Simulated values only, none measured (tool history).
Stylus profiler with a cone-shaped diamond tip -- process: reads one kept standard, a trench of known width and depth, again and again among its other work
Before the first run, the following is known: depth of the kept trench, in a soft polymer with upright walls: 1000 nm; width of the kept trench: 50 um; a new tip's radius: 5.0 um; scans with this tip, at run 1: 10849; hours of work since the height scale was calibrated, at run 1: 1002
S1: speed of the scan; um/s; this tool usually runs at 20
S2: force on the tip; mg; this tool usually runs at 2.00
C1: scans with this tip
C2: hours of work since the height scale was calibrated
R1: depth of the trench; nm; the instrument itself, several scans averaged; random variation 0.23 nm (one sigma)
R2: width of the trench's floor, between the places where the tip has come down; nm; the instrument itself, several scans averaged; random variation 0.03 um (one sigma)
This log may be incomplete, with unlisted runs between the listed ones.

run 1 hour=0.0 | S1=20 S2=2.00 | C1=10849 C2=1002 | R1=1007.41 R2=41840
run 2 hour=106.0 | S1=20 S2=2.00 | C1=11650 C2=1076 | R1=1006.67 R2=41770
run 3 hour=212.0 | S1=20 S2=2.00 | C1=12452 C2=1150 | R1=1006.98 R2=41610
run 4 hour=330.6 | S1=20 S2=2.00 | C1=13349 C2=1233 | R1=1006.09 R2=41570
run 5 hour=445.3 | S1=20 S2=2.00 | C1=14216 C2=1313 | R1=1005.87 R2=41280
run 6 hour=533.7 | S1=20 S2=0.88 | C1=14884 C2=1375 | R1=1000.85 R2=41230
run 7 hour=625.9 | S1=20 S2=0.88 | C1=15581 C2=1439 | R1=1000.68 R2=41130
run 8 hour=715.0 | S1=20 S2=0.88 | C1=16255 C2=1502 | R1=1000.53 R2=41020
run 9 hour=809.0 | S1=20 S2=0.88 | C1=16966 C2=1567 | R1=1000.10 R2=40950
run 10 hour=893.3 | S1=16 S2=2.00 | C1=17604 C2=1626 | R1=1004.41 R2=40860
run 11 hour=944.5 | S1=16 S2=2.00 | C1=17990 C2=1662 | R1=1004.03 R2=40820
run 12 hour=1064.6 | S1=27 S2=2.00 | C1=18898 C2=1746 | R1=1004.44 R2=40710
run 13 hour=1133.5 | S1=20 S2=2.00 | C1=19419 C2=1794 | R1=1003.55 R2=40610
run 14 hour=1188.0 | S1=20 S2=2.00 | C1=19832 C2=1832 | R1=1003.46 R2=40520
-- hour=1216.3 height scale calibrated on a step standard
run 15 hour=1291.7 | S1=20 S2=2.00 | C1=20612 C2=53 | R1=998.33 R2=40430
run 16 hour=1392.4 | S1=20 S2=2.00 | C1=21373 C2=123 | R1=999.08 R2=40320
run 17 hour=1508.9 | S1=20 S2=2.00 | C1=22254 C2=204 | R1=998.04 R2=40190
run 18 hour=1560.0 | S1=20 S2=1.42 | C1=22641 C2=240 | R1=995.81 R2=40110
run 19 hour=1675.7 | S1=45 S2=2.00 | C1=23516 C2=321 | R1=997.64 R2=39920
run 20 hour=1735.0 | S1=45 S2=2.00 | C1=23964 C2=362 | R1=997.14 R2=39920
-- hour=1788.7 height scale calibrated on a step standard, once more
run 21 hour=1851.4 | S1=45 S2=2.00 | C1=24840 C2=44 | R1=1010.45 R2=39790
run 22 hour=1911.8 | S1=20 S2=2.00 | C1=25297 C2=86 | R1=1010.44 R2=39760
run 23 hour=1990.7 | S1=20 S2=2.00 | C1=25893 C2=141 | R1=1010.17 R2=39700
run 24 hour=2091.7 | S1=20 S2=2.00 | C1=26657 C2=212 | R1=1010.01 R2=39610
run 25 hour=2146.6 | S1=20 S2=2.00 | C1=27073 C2=250 | R1=1009.61 R2=39520
run 26 hour=2201.1 | S1=13 S2=2.26 | C1=27484 C2=288 | R1=1010.20 R2=39480
run 27 hour=2257.8 | S1=8 S2=1.37 | C1=27913 C2=328 | R1=1007.08 R2=39400
run 28 hour=2366.1 | S1=75 S2=1.37 | C1=28732 C2=403 | R1=1006.74 R2=39150
run 29 hour=2452.3 | S1=55 S2=2.00 | C1=29384 C2=464 | R1=1008.98 R2=39150
run 30 hour=2510.6 | S1=29 S2=4.73 | C1=29825 C2=504 | R1=1017.53 R2=39170
run 31 hour=2567.1 | S1=29 S2=4.73 | C1=30252 C2=544 | R1=1017.20 R2=39130
run 32 hour=2675.1 | S1=29 S2=4.73 | C1=31068 C2=619 | R1=1016.77 R2=38950
run 33 hour=2744.8 | S1=29 S2=4.73 | C1=31595 C2=668 | R1=1016.73 R2=38990
run 34 hour=2869.6 | S1=7 S2=1.20 | C1=32539 C2=755 | R1=1004.37 R2=38920
run 35 hour=2942.2 | S1=7 S2=5.03 | C1=33088 C2=806 | R1=1016.58 R2=38810
run 36 hour=3042.8 | S1=7 S2=5.03 | C1=33849 C2=876 | R1=1016.20 R2=38740
run 37 hour=3153.1 | S1=10 S2=1.34 | C1=34683 C2=953 | R1=1004.29 R2=38610
-- hour=3252.6 new tip fitted, height scale calibrated
run 38 hour=3252.8 | S1=13 S2=2.00 | C1=2 C2=0 | R1=1011.32 R2=44000
run 39 hour=3315.1 | S1=13 S2=2.00 | C1=473 C2=44 | R1=1011.09 R2=43830
run 40 hour=3424.8 | S1=6 S2=4.68 | C1=1302 C2=120 | R1=1019.48 R2=43660
run 41 hour=3503.8 | S1=6 S2=4.68 | C1=1900 C2=175 | R1=1018.71 R2=43620
run 42 hour=3571.1 | S1=7 S2=0.68 | C1=2408 C2=222 | R1=1004.31 R2=43480
run 43 hour=3667.7 | S1=13 S2=5.98 | C1=3139 C2=290 | R1=1021.77 R2=43310
run 44 hour=3779.4 | S1=18 S2=5.98 | C1=3984 C2=368 | R1=1021.82 R2=43200
run 45 hour=3903.2 | S1=18 S2=5.98 | C1=4920 C2=454 | R1=1021.23 R2=42970
run 46 hour=3993.9 | S1=7 S2=5.91 | C1=5605 C2=518 | R1=1020.99 R2=42860

Measured result minus the same run's result without the hidden state. Both carry the same run-to-run variation, though not necessarily the same gauge scatter:
Hidden state present: radius of the tip, um; height scale over the true one, %; drift of the gauge itself on depth_nm, %; drift of the gauge itself on floor_um, %.
run=1 R1=-3.91 R2=-2080
run=2 R1=-4.17 R2=-2220
run=3 R1=-4.49 R2=-2330
run=4 R1=-4.87 R2=-2470
run=5 R1=-5.21 R2=-2600
run=6 R1=-5.42 R2=-2710
run=7 R1=-5.69 R2=-2820
run=8 R1=-5.97 R2=-2910
run=9 R1=-6.23 R2=-3010
run=10 R1=-6.52 R2=-3110
run=11 R1=-6.67 R2=-3160
run=12 R1=-7.00 R2=-3290
run=13 R1=-7.20 R2=-3370
run=14 R1=-7.36 R2=-3430
run=15 R1=-12.48 R2=-3530
run=16 R1=-12.77 R2=-3650
run=17 R1=-13.10 R2=-3780
run=18 R1=-13.23 R2=-3830
run=19 R1=-13.61 R2=-3960
run=20 R1=-13.78 R2=-4010
run=21 R1=-0.53 R2=-4130
run=22 R1=-0.69 R2=-4180
run=23 R1=-0.92 R2=-4270
run=24 R1=-1.25 R2=-4360
run=25 R1=-1.41 R2=-4410
run=26 R1=-1.58 R2=-4460
run=27 R1=-1.73 R2=-4510
run=28 R1=-2.06 R2=-4630
run=29 R1=-2.34 R2=-4710
run=30 R1=-2.54 R2=-4770
run=31 R1=-2.71 R2=-4820
run=32 R1=-3.03 R2=-4920
run=33 R1=-3.24 R2=-4990
run=34 R1=-3.59 R2=-5100
run=35 R1=-3.85 R2=-5160
run=36 R1=-4.16 R2=-5250
run=37 R1=-4.44 R2=-5340
run=38 R1=+0.02 R2=+0
run=39 R1=-0.16 R2=-110
run=40 R1=-0.50 R2=-290
run=41 R1=-0.74 R2=-420
run=42 R1=-0.93 R2=-520
run=43 R1=-1.25 R2=-670
run=44 R1=-1.61 R2=-810
run=45 R1=-1.97 R2=-1010
run=46 R1=-2.25 R2=-1140

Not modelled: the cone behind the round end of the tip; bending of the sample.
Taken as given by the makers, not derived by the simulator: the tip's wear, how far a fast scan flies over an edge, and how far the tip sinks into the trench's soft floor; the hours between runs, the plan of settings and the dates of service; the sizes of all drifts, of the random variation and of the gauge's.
